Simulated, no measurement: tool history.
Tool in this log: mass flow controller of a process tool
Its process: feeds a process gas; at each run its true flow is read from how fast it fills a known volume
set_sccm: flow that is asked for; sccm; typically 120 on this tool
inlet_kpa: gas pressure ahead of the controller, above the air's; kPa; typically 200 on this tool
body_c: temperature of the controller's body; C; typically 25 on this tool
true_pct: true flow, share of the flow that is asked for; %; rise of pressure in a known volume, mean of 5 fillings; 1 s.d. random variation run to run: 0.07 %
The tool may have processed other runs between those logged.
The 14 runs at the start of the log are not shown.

| run | hour | set_sccm | inlet_kpa | body_c | hours of work since the controller was set to zero | hours of work since the controller was changed | true_pct |
|---|---|---|---|---|---|---|---|
| 15 | 4852.6 | 25 | 200 | 25 | 6109 | 6109 | 103.92 |
| 16 | 5205.5 | 25 | 200 | 25 | 6255 | 6255 | 104.05 |
| 17 | 5502.7 | 25 | 200 | 25 | 6379 | 6379 | 104.08 |
| 18 | 5944.7 | 25 | 200 | 25 | 6563 | 6563 | 104.35 |
| 19 | 6367.4 | 25 | 228 | 25 | 6738 | 6738 | 104.44 |
| 20 | 6675.6 | 45 | 200 | 25 | 6866 | 6866 | 102.73 |
| 21 | 7119.3 | 45 | 200 | 25 | 7051 | 7051 | 102.79 |
| 22 | 7623.7 | 45 | 200 | 25 | 7261 | 7261 | 103.01 |
| 23 | 8045.6 | 64 | 197 | 35 | 7436 | 7436 | 103 |
| 24 | 8256.6 | 25 | 200 | 21 | 7524 | 7524 | 105.2 |

Estimate the outcome of run 25 from the log above:
| 25 | 8543.6 | 23 | 264 | 35 | 7643 | 7643 | ? |

Run 25 gave true_pct 106.13 %.
With the hidden condition absent and the run-to-run variation left alone, this run would have shown true_pct 97.45 %.
